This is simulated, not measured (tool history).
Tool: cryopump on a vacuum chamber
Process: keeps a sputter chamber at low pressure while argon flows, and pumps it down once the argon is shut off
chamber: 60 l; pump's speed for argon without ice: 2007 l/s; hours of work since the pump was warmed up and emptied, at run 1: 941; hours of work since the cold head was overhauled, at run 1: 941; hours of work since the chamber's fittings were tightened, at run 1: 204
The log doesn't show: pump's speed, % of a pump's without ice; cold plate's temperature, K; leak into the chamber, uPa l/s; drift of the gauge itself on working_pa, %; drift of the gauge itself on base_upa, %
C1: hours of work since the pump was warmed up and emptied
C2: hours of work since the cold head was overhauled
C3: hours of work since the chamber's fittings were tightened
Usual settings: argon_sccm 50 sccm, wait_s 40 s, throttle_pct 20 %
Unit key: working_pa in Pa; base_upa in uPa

Run 1, hour 0.0: usual settings; C1 941; C2 941; C3 204. Result: working_pa 0.2194 Pa, base_upa 1.10 uPa.
Run 2, hour 46.4: usual settings but argon_sccm 52 sccm; C1 982; C2 982; C3 245. Result: working_pa 0.2290 Pa, base_upa 1.13 uPa.
Run 3, hour 78.3: usual settings but argon_sccm 52 sccm; C1 1011; C2 1011; C3 274. Result: working_pa 0.2287 Pa, base_upa 1.18 uPa.
At hour 112.6: pump warmed up, emptied and cooled again.
Run 4, hour 121.4: usual settings but argon_sccm 52 sccm; C1 8; C2 1045; C3 307. Result: working_pa 0.2187 Pa, base_upa 1.15 uPa.
Run 5, hour 149.7: usual settings; C1 33; C2 1070; C3 333. Result: working_pa 0.2116 Pa, base_upa 1.15 uPa.
Run 6, hour 181.8: usual settings but wait_s 48 s; C1 62; C2 1098; C3 361. Result: working_pa 0.2114 Pa, base_upa 1.01 uPa.
Run 7, hour 223.1: usual settings; C1 98; C2 1135; C3 398. Result: working_pa 0.2124 Pa, base_upa 1.18 uPa.
Run 8, hour 278.6: usual settings; C1 148; C2 1185; C3 447. Result: working_pa 0.2126 Pa, base_upa 1.20 uPa.
Run 9, hour 335.0: usual settings; C1 198; C2 1235; C3 498. Result: working_pa 0.2132 Pa, base_upa 1.24 uPa.
Run 10, hour 358.6: usual settings; C1 219; C2 1256; C3 519. Result: working_pa 0.2123 Pa, base_upa 1.20 uPa.
Run 11, hour 405.6: usual settings; C1 261; C2 1298; C3 561. Result: working_pa 0.2130 Pa, base_upa 1.24 uPa.
Run 12, hour 447.1: usual settings; C1 298; C2 1335; C3 598. Result: working_pa 0.2146 Pa, base_upa 1.26 uPa.
Run 13, hour 484.5: usual settings; C1 331; C2 1368; C3 631. Result: working_pa 0.2126 Pa, base_upa 1.28 uPa.
Run 14, hour 540.8: usual settings but throttle_pct 25 %; C1 381; C2 1418; C3 681. Result: working_pa 0.1718 Pa, base_upa 1.31 uPa.
Run 15, hour 579.4: usual settings but wait_s 97 s; C1 416; C2 1452; C3 715. Result: working_pa 0.2152 Pa, base_upa 0.86 uPa.
Run 16, hour 603.9: usual settings but wait_s 97 s; C1 437; C2 1474; C3 737. Result: working_pa 0.2144 Pa, base_upa 0.84 uPa.
Run 17, hour 639.5: usual settings; C1 469; C2 1506; C3 769. Result: working_pa 0.2154 Pa, base_upa 1.36 uPa.
Run 18, hour 666.2: usual settings; C1 493; C2 1530; C3 793. Result: working_pa 0.2151 Pa, base_upa 1.38 uPa.
Run 19, hour 691.9: usual settings but wait_s 30 s; C1 516; C2 1553; C3 816. Result: working_pa 0.2148 Pa, base_upa 1.65 uPa.
Run 20, hour 730.9: usual settings but argon_sccm 22 sccm, wait_s 30 s, throttle_pct 38 %; C1 551; C2 1587; C3 850. Result: working_pa 0.0510 Pa, base_upa 1.68 uPa.
Run 21, hour 774.1: usual settings but argon_sccm 81 sccm, throttle_pct 36 %; C1 589; C2 1626; C3 889. Result: working_pa 0.1990 Pa, base_upa 1.43 uPa.
Run 22, hour 816.9: usual settings but argon_sccm 33 sccm, wait_s 276 s, throttle_pct 49 %; C1 627; C2 1664; C3 927. Result: working_pa 0.0612 Pa, base_upa 0.77 uPa.
Run 23, hour 842.4: usual settings but argon_sccm 81 sccm, wait_s 149 s, throttle_pct 16 %; C1 650; C2 1687; C3 950. Result: working_pa 0.4373 Pa, base_upa 0.86 uPa.
Run 24, hour 898.4: usual settings but argon_sccm 57 sccm, wait_s 117 s, throttle_pct 35 %; C1 700; C2 1736; C3 999. Result: working_pa 0.1441 Pa, base_upa 0.93 uPa.
Run 25, hour 928.1: usual settings but argon_sccm 57 sccm, wait_s 117 s, throttle_pct 35 %; C1 726; C2 1763; C3 1026. Result: working_pa 0.1438 Pa, base_upa 0.99 uPa.
Run 26, hour 965.7: usual settings but argon_sccm 31 sccm, throttle_pct 35 %; C1 760; C2 1796; C3 1059. Result: working_pa 0.0790 Pa, base_upa 1.55 uPa.
Run 27, hour 1017.8: usual settings but argon_sccm 24 sccm, wait_s 77 s, throttle_pct 55 %; C1 806; C2 1843; C3 1106. Result: working_pa 0.0406 Pa, base_upa 1.21 uPa.
Run 28, hour 1051.4: usual settings but argon_sccm 24 sccm, wait_s 77 s, throttle_pct 55 %; C1 836; C2 1873; C3 1136. Result: working_pa 0.0402 Pa, base_upa 1.23 uPa.
Run 29, hour 1088.9: usual settings but argon_sccm 24 sccm, wait_s 125 s, throttle_pct 55 %; C1 869; C2 1906; C3 1169. Result: working_pa 0.0403 Pa, base_upa 1.02 uPa.
Run 30, hour 1122.6: usual settings but argon_sccm 67 sccm, wait_s 101 s, throttle_pct 54 %; C1 899; C2 1936; C3 1199. Result: working_pa 0.1172 Pa, base_upa 1.13 uPa.
Run 31, hour 1155.1: usual settings but wait_s 24 s; C1 928; C2 1965; C3 1228. Result: working_pa 0.2180 Pa, base_upa 2.16 uPa.
Run 32, hour 1203.0: usual settings but wait_s 24 s; C1 971; C2 2008; C3 1271. Result: working_pa 0.2208 Pa, base_upa 2.25 uPa.
Run 33, hour 1252.9: usual settings but argon_sccm 24 sccm, wait_s 128 s, throttle_pct 28 %; C1 1015; C2 2052; C3 1315. Result: working_pa 0.0768 Pa, base_upa 1.21 uPa.
At hour 1278.4: pump warmed up, emptied and cooled again.
Run 34, hour 1302.1: usual settings but argon_sccm 22 sccm, wait_s 279 s, throttle_pct 16 %; C1 21; C2 2092; C3 1354. Result: working_pa 0.1162 Pa, base_upa 0.90 uPa.

For each entry between runs, how does the tool's hidden state at the last listed run before it compare with that at the first listed run after it?
Runs 3 to 4: pump warmed up, emptied and cooled again (hour 112.6)
  pump's speed, % of a pump's without ice: 81.5 -> 99.7; leak into the chamber, uPa l/s: 564 -> 591
  the result without the hidden state subtracted from the measured one, working_pa: +0.0104 -> +0.0005 Pa; base_upa: +0.20 -> +0.16 uPa
Runs 33 to 34: pump warmed up, emptied and cooled again (hour 1278.4)
  pump's speed, % of a pump's without ice: 81.9 -> 99.4; cold plate's temperature, K: 12.72 -> 12.73; leak into the chamber, uPa l/s: 1472 -> 1505
  the result without the hidden state subtracted from the measured one, working_pa: +0.0048 -> +0.0004 Pa; base_upa: +0.77 -> +0.63 uPa

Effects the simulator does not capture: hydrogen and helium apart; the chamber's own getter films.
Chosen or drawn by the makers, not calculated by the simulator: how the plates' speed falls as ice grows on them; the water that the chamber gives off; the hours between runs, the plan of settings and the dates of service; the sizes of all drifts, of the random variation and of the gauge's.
